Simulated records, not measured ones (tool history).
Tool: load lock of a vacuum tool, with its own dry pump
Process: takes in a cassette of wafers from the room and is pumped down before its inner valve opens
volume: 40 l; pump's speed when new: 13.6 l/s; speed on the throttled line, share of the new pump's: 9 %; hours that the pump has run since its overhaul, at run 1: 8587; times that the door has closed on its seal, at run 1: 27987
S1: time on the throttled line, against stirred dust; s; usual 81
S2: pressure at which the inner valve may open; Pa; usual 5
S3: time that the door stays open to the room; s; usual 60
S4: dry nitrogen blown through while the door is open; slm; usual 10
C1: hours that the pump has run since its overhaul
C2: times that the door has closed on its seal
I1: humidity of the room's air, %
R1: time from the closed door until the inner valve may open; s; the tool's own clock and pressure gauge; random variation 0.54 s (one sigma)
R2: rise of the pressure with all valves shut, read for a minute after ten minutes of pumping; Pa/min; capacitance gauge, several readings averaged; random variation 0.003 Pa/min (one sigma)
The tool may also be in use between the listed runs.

Run 1, hour 0.0: usual settings; C1 8587; C2 27987; I1 46.5. Result: R1 105.0 s, R2 0.027 Pa/min.
Run 2, hour 362.5: usual settings; C1 8950; C2 28763; I1 48.4. Result: R1 104.1 s, R2 0.026 Pa/min.
Run 3, hour 894.6: usual settings but S4 8 slm; C1 9482; C2 29902; I1 45.4. Result: R1 104.4 s, R2 0.026 Pa/min.
Run 4, hour 1400.3: usual settings but S4 8 slm; C1 9988; C2 30984; I1 44.0. Result: R1 102.9 s, R2 0.026 Pa/min.
Run 5, hour 1900.7: usual settings but S4 8 slm; C1 10488; C2 32055; I1 43.9. Result: R1 103.5 s, R2 0.027 Pa/min.
Run 6, hour 2262.3: usual settings but S2 6 Pa, S4 8 slm; C1 10850; C2 32828; I1 45.2. Result: R1 102.7 s, R2 0.024 Pa/min.
Run 7, hour 2934.0: usual settings but S2 6 Pa; C1 11521; C2 34266; I1 45.4. Result: R1 103.2 s, R2 0.027 Pa/min.
Run 8, hour 3402.8: usual settings; C1 11990; C2 35269; I1 46.8. Result: R1 104.3 s, R2 0.027 Pa/min.
At hour 3559.7: dry pump taken out, an overhauled one fitted.
Run 9, hour 3849.7: usual settings; C1 290; C2 36213; I1 44.6. Result: R1 103.0 s, R2 0.028 Pa/min.
Run 10, hour 4175.3: usual settings but S4 17 slm; C1 616; C2 36910; I1 45.7. Result: R1 103.9 s, R2 0.020 Pa/min.
Run 11, hour 4704.4: usual settings but S4 17 slm; C1 1145; C2 38042; I1 45.4. Result: R1 103.1 s, R2 0.025 Pa/min.
Run 12, hour 5111.2: usual settings but S4 17 slm; C1 1551; C2 38912; I1 45.7. Result: R1 103.2 s, R2 0.025 Pa/min.
Run 13, hour 5796.5: usual settings but S1 87 s, S4 17 slm; C1 2237; C2 40379; I1 43.7. Result: R1 109.6 s, R2 0.021 Pa/min.
Run 14, hour 6255.4: usual settings but S1 87 s, S4 17 slm; C1 2696; C2 41361; I1 47.8. Result: R1 109.3 s, R2 0.020 Pa/min.
Run 15, hour 6797.6: usual settings but S1 87 s, S4 17 slm; C1 3238; C2 42521; I1 44.2. Result: R1 108.4 s, R2 0.019 Pa/min.
Run 16, hour 7398.8: usual settings but S1 87 s, S3 26 s, S4 17 slm; C1 3839; C2 43808; I1 41.8. Result: R1 109.3 s, R2 0.015 Pa/min.
Run 17, hour 8023.4: usual settings; C1 4464; C2 45145; I1 42.6. Result: R1 103.1 s, R2 0.030 Pa/min.
Run 18, hour 8401.7: usual settings; C1 4842; C2 45954; I1 44.3. Result: R1 103.8 s, R2 0.025 Pa/min.
Run 19, hour 8852.9: usual settings but S1 48 s, S3 70 s, S4 45 slm; C1 5293; C2 46920; I1 40.2. Result: R1 73.1 s, R2 0.018 Pa/min.
Run 20, hour 9185.8: usual settings but S1 50 s, S3 168 s, S4 7 slm; C1 5626; C2 47632; I1 43.8. Result: R1 74.6 s, R2 0.046 Pa/min.
Run 21, hour 9599.3: usual settings but S4 20 slm; C1 6040; C2 48517; I1 43.6. Result: R1 103.4 s, R2 0.023 Pa/min.
Run 22, hour 10105.7: usual settings but S4 20 slm; C1 6546; C2 49601; I1 46.7. Result: R1 103.1 s, R2 0.022 Pa/min.
Run 23, hour 10603.2: usual settings but S4 20 slm; C1 7044; C2 50666; I1 46.9. Result: R1 103.2 s, R2 0.022 Pa/min.
Run 24, hour 11241.2: usual settings but S1 104 s, S3 69 s, S4 6 slm; C1 7682; C2 52031; I1 47.7. Result: R1 124.2 s, R2 0.040 Pa/min.

The next listed run, before its measurement:
Run 25, hour 11666.1: usual settings but S1 104 s, S3 69 s, S4 6 slm; C1 8106; C2 52940; I1 43.6. Result: R1 ?, R2 ?.

R1: 123.2 s
R2: 0.034 Pa/min
Without the tool's hidden state the same run would have given R1 123.2 s, R2 0.033 Pa/min.
